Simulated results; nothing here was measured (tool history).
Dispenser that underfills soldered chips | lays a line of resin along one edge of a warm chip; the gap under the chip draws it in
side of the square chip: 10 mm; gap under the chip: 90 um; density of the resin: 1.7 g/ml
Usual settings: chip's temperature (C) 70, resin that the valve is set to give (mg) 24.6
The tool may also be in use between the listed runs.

| run | hour | chip's temperature (C) | resin that the valve is set to give (mg) | time until the resin shows at the far edge (s) | resin that the valve gave (mg) |
|---|---|---|---|---|---|
| 1 | 0 | 70 | 24.6 | 19.8 | 24.34 |
| 2 | 2.6 | 70 | 24.6 | 21.5 | 24.57 |
|  | 4.4 | new syringe of resin |
| 3 | 6.4 | 70 | 24.6 | 17.4 | 24.63 |
| 4 | 11.4 | 70 | 24.6 | 18.8 | 24.16 |
| 5 | 16.6 | 67 | 24.6 | 23.8 | 24.17 |
|  | 17.7 | new syringe of resin |
| 6 | 20.4 | 67 | 24.6 | 19.9 | 24.37 |
| 7 | 23 | 79 | 24.6 | 13.5 | 24.04 |
| 8 | 27.6 | 79 | 24.6 | 14.9 | 24.26 |
|  | 31 | new syringe of resin |
| 9 | 32.6 | 79 | 24.6 | 12.6 | 23.97 |
| 10 | 37.6 | 70 | 23 | 20.2 | 22.52 |
| 11 | 41.2 | 82 | 24.6 | 14 | 23.8 |
| 12 | 43.5 | 70 | 24.6 | 21.9 | 23.88 |
|  | 44.2 | new syringe of resin |
| 13 | 48 | 70 | 24.6 | 18.6 | 23.79 |
| 14 | 51.9 | 70 | 24.6 | 20.2 | 23.85 |
| 15 | 56.3 | 70 | 28.7 | 21.7 | 27.75 |
|  | 57.5 | new syringe of resin |
| 16 | 60.2 | 76 | 24.6 | 14.6 | 23.65 |
| 17 | 64.9 | 76 | 24.6 | 15.6 | 23.5 |
| 18 | 67.7 | 76 | 24.6 | 16.2 | 23.53 |
|  | 70.7 | new syringe of resin |
| 19 | 72.1 | 70 | 22.2 | 18.4 | 21.03 |
| 20 | 76.1 | 70 | 22.2 | 19.1 | 21.25 |
| 21 | 79.4 | 62 | 28.7 | 27.1 | 27.22 |
| 22 | 82.5 | 62 | 28.7 | 28.7 | 27.09 |
|  | 84 | new syringe of resin |
| 23 | 87.5 | 80 | 22 | 13.3 | 20.81 |
| 24 | 92.4 | 66 | 22.4 | 24.1 | 20.97 |
| 25 | 95.5 | 67 | 26.5 | 23.2 | 24.91 |
|  | 97.3 | new syringe of resin |
| 26 | 99.8 | 67 | 26.5 | 19.7 | 24.89 |
| 27 | 105.1 | 74 | 28.9 | 17.2 | 26.92 |
| 28 | 109.9 | 56 | 21 | 37.9 | 19.62 |
|  | 110.5 | new syringe of resin |
| 29 | 112.6 | 56 | 21 | 31.4 | 19.58 |
| 30 | 116.5 | 70 | 22.1 | 19.7 | 20.67 |
| 31 | 120.6 | 70 | 22.1 | 21.3 | 20.46 |
| 32 | 122.9 | 70 | 22.1 | 22.3 | 20.51 |
|  | 123.6 | new syringe of resin |
| 33 | 126.1 | 55 | 30.5 | 31.3 | 28.02 |
| 34 | 128.7 | 70 | 23.6 | 19.2 | 21.75 |
| 35 | 133.4 | 85 | 26.6 | 12.8 | 24.32 |
|  | 137.2 | new syringe of resin |
| 36 | 137.7 | 85 | 26.6 | 10.4 | 24.18 |

3 ways to go on from here, each from the tool as it stands after run 36. What would each give?
| A | 141.3 | 56 | 27.2 | ? | ? |
| B | 141.3 | 67 | 24.6 | ? | ? |
| C | 141.3 | 63 | 28.3 | ? | ? |

| run | time until the resin shows at the far edge (s) | resin that the valve gave (mg) |
|---|---|---|
| A | 31.8 | 24.58 |
| B | 21.2 | 22.32 |
| C | 23.9 | 25.8 |
Without the tool's hidden state the same runs would have given:
| run | time until the resin shows at the far edge (s) | resin that the valve gave (mg) |
|---|---|---|
| A | 28.8 | 26.99 |
| B | 19.1 | 24.51 |
| C | 21.6 | 28.32 |
